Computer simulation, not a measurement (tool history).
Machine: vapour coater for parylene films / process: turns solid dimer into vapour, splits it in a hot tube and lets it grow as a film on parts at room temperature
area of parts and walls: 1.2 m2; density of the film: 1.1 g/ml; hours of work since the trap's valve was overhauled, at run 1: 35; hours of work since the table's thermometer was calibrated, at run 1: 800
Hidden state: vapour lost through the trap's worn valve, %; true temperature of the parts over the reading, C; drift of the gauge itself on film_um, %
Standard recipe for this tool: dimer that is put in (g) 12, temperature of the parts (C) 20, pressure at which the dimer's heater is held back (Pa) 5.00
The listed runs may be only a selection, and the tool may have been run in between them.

run   hour  dimer that is put in (g)  temperature of the parts (C)  pressure at which the dimer's heater is held back (Pa)  hours of work since the trap's valve was overhauled  hours of work since the table's thermometer was calibrated  thickness of the film (um)
  1    0.0                        12                            20                                                    5.00                                                   35                                                         800                        4.85
  2   28.2                        12                            20                                                    5.00                                                   58                                                         824                        4.84
  3   41.1                        12                            20                                                    5.00                                                   69                                                         834                        4.94
  4   57.4                        12                            20                                                    5.00                                                   82                                                         848                        4.86
  5   77.4                        12                            32                                                    5.00                                                   99                                                         864                        3.95
  6   94.5                        12                            32                                                    5.33                                                  113                                                         878                        3.90
  7  123.3                         8                            20                                                    5.00                                                  136                                                         902                        3.19
  8  144.6                        12                            19                                                    5.00                                                  154                                                         920                        4.88
  9  169.9                        12                            19                                                    5.00                                                  175                                                         941                        4.87
 10  189.9                        17                            26                                                    9.46                                                  191                                                         957                        5.67
 11  202.1                        17                            26                                                    9.46                                                  202                                                         967                        5.77
 12  223.4                        12                            17                                                    2.62                                                  219                                                         985                        5.14
 13  238.3                        12                            20                                                    9.17                                                  231                                                         997                        4.50
 14  260.6                        12                            20                                                    9.17                                                  250                                                        1015                        4.41
 15  285.4                        12                            20                                                    9.17                                                  270                                                        1036                        4.41
 16  305.0                        12                            20                                                    9.17                                                  286                                                        1052                        4.37
 17  318.0                         9                            13                                                    2.04                                                  297                                                        1063                        4.21

Each run again, without the hidden state but with its own random variation kept:
run  thickness of the film (um)
  1                        4.89
  2                        4.90
  3                        5.02
  4                        4.95
  5                        4.04
  6                        4.01
  7                        3.30
  8                        5.07
  9                        5.08
 10                        5.93
 11                        6.05
 12                        5.42
 13                        4.76
 14                        4.68
 15                        4.70
 16                        4.68
 17                        4.52
